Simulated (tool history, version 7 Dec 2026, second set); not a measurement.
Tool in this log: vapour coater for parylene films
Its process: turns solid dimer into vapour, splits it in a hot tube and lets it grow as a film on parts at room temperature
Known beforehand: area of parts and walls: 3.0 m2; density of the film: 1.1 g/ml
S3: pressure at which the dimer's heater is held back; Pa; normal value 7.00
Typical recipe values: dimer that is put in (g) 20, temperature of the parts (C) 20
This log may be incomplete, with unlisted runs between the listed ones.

run 1 day=0.000 | dimer_that_is_put_in_(g)=20 temperature_of_the_parts_(C)=20 S3=7.00 | thickness_of_the_film_(nm)=3590
run 2 day=0.608 | dimer_that_is_put_in_(g)=20 temperature_of_the_parts_(C)=20 S3=7.00 | thickness_of_the_film_(nm)=3590
run 3 day=1.362 | dimer_that_is_put_in_(g)=20 temperature_of_the_parts_(C)=20 S3=7.00 | thickness_of_the_film_(nm)=3530
run 4 day=2.050 | dimer_that_is_put_in_(g)=20 temperature_of_the_parts_(C)=20 S3=7.00 | thickness_of_the_film_(nm)=3580
run 5 day=2.767 | dimer_that_is_put_in_(g)=20 temperature_of_the_parts_(C)=20 S3=7.00 | thickness_of_the_film_(nm)=3560
run 6 day=3.246 | dimer_that_is_put_in_(g)=20 temperature_of_the_parts_(C)=13 S3=7.00 | thickness_of_the_film_(nm)=4200
run 7 day=4.133 | dimer_that_is_put_in_(g)=20 temperature_of_the_parts_(C)=13 S3=7.00 | thickness_of_the_film_(nm)=4220
run 8 day=4.892 | dimer_that_is_put_in_(g)=20 temperature_of_the_parts_(C)=13 S3=7.00 | thickness_of_the_film_(nm)=4230
run 9 day=5.362 | dimer_that_is_put_in_(g)=20 temperature_of_the_parts_(C)=12 S3=7.00 | thickness_of_the_film_(nm)=4260
run 10 day=5.858 | dimer_that_is_put_in_(g)=20 temperature_of_the_parts_(C)=12 S3=7.00 | thickness_of_the_film_(nm)=4260
run 11 day=6.850 | dimer_that_is_put_in_(g)=20 temperature_of_the_parts_(C)=12 S3=7.00 | thickness_of_the_film_(nm)=4290
-- day=7.675 trap's valve overhauled
run 12 day=7.721 | dimer_that_is_put_in_(g)=20 temperature_of_the_parts_(C)=27 S3=7.00 | thickness_of_the_film_(nm)=3210
run 13 day=8.212 | dimer_that_is_put_in_(g)=20 temperature_of_the_parts_(C)=14 S3=7.00 | thickness_of_the_film_(nm)=4430
run 14 day=9.200 | dimer_that_is_put_in_(g)=20 temperature_of_the_parts_(C)=14 S3=7.00 | thickness_of_the_film_(nm)=4420
run 15 day=9.696 | dimer_that_is_put_in_(g)=20 temperature_of_the_parts_(C)=20 S3=7.00 | thickness_of_the_film_(nm)=3810
run 16 day=10.454 | dimer_that_is_put_in_(g)=20 temperature_of_the_parts_(C)=20 S3=7.00 | thickness_of_the_film_(nm)=3800
run 17 day=11.012 | dimer_that_is_put_in_(g)=20 temperature_of_the_parts_(C)=20 S3=7.00 | thickness_of_the_film_(nm)=3850
run 18 day=11.608 | dimer_that_is_put_in_(g)=18 temperature_of_the_parts_(C)=21 S3=4.67 | thickness_of_the_film_(nm)=3540
run 19 day=12.046 | dimer_that_is_put_in_(g)=32 temperature_of_the_parts_(C)=19 S3=5.38 | thickness_of_the_film_(nm)=6480
run 20 day=12.675 | dimer_that_is_put_in_(g)=8 temperature_of_the_parts_(C)=13 S3=11.11 | thickness_of_the_film_(nm)=1570
run 21 day=13.521 | dimer_that_is_put_in_(g)=8 temperature_of_the_parts_(C)=16 S3=9.64 | thickness_of_the_film_(nm)=1540
run 22 day=14.346 | dimer_that_is_put_in_(g)=20 temperature_of_the_parts_(C)=16 S3=10.74 | thickness_of_the_film_(nm)=3750
run 23 day=14.996 | dimer_that_is_put_in_(g)=33 temperature_of_the_parts_(C)=18 S3=7.00 | thickness_of_the_film_(nm)=6380
run 24 day=15.829 | dimer_that_is_put_in_(g)=21 temperature_of_the_parts_(C)=20 S3=7.00 | thickness_of_the_film_(nm)=3960
run 25 day=16.700 | dimer_that_is_put_in_(g)=14 temperature_of_the_parts_(C)=13 S3=2.46 | thickness_of_the_film_(nm)=3840
run 26 day=17.692 | dimer_that_is_put_in_(g)=12 temperature_of_the_parts_(C)=17 S3=5.12 | thickness_of_the_film_(nm)=2610
run 27 day=18.467 | dimer_that_is_put_in_(g)=20 temperature_of_the_parts_(C)=20 S3=7.00 | thickness_of_the_film_(nm)=3690
run 28 day=19.412 | dimer_that_is_put_in_(g)=24 temperature_of_the_parts_(C)=20 S3=2.84 | thickness_of_the_film_(nm)=5390
run 29 day=20.350 | dimer_that_is_put_in_(g)=24 temperature_of_the_parts_(C)=20 S3=2.84 | thickness_of_the_film_(nm)=5270
run 30 day=20.954 | dimer_that_is_put_in_(g)=10 temperature_of_the_parts_(C)=18 S3=2.84 | thickness_of_the_film_(nm)=2290
run 31 day=21.533 | dimer_that_is_put_in_(g)=20 temperature_of_the_parts_(C)=22 S3=7.00 | thickness_of_the_film_(nm)=3410
run 32 day=22.533 | dimer_that_is_put_in_(g)=17 temperature_of_the_parts_(C)=22 S3=7.00 | thickness_of_the_film_(nm)=2910
run 33 day=23.238 | dimer_that_is_put_in_(g)=8 temperature_of_the_parts_(C)=25 S3=4.41 | thickness_of_the_film_(nm)=1400

Here are 3 independent what-if runs from the current tool condition. What would each one return?
run A day=24.167 | dimer_that_is_put_in_(g)=9 temperature_of_the_parts_(C)=13 S3=11.69 | thickness_of_the_film_(nm)=?
run B day=24.167 | dimer_that_is_put_in_(g)=20 temperature_of_the_parts_(C)=25 S3=4.41 | thickness_of_the_film_(nm)=?
run C day=24.167 | dimer_that_is_put_in_(g)=19 temperature_of_the_parts_(C)=20 S3=6.69 | thickness_of_the_film_(nm)=?

run=A thickness_of_the_film_(nm)=1730
run=B thickness_of_the_film_(nm)=3450
run=C thickness_of_the_film_(nm)=3470
Take away the tool's hidden state, keep each run's random variation, and the runs would have read:
run=A thickness_of_the_film_(nm)=1850
run=B thickness_of_the_film_(nm)=3680
run=C thickness_of_the_film_(nm)=3700

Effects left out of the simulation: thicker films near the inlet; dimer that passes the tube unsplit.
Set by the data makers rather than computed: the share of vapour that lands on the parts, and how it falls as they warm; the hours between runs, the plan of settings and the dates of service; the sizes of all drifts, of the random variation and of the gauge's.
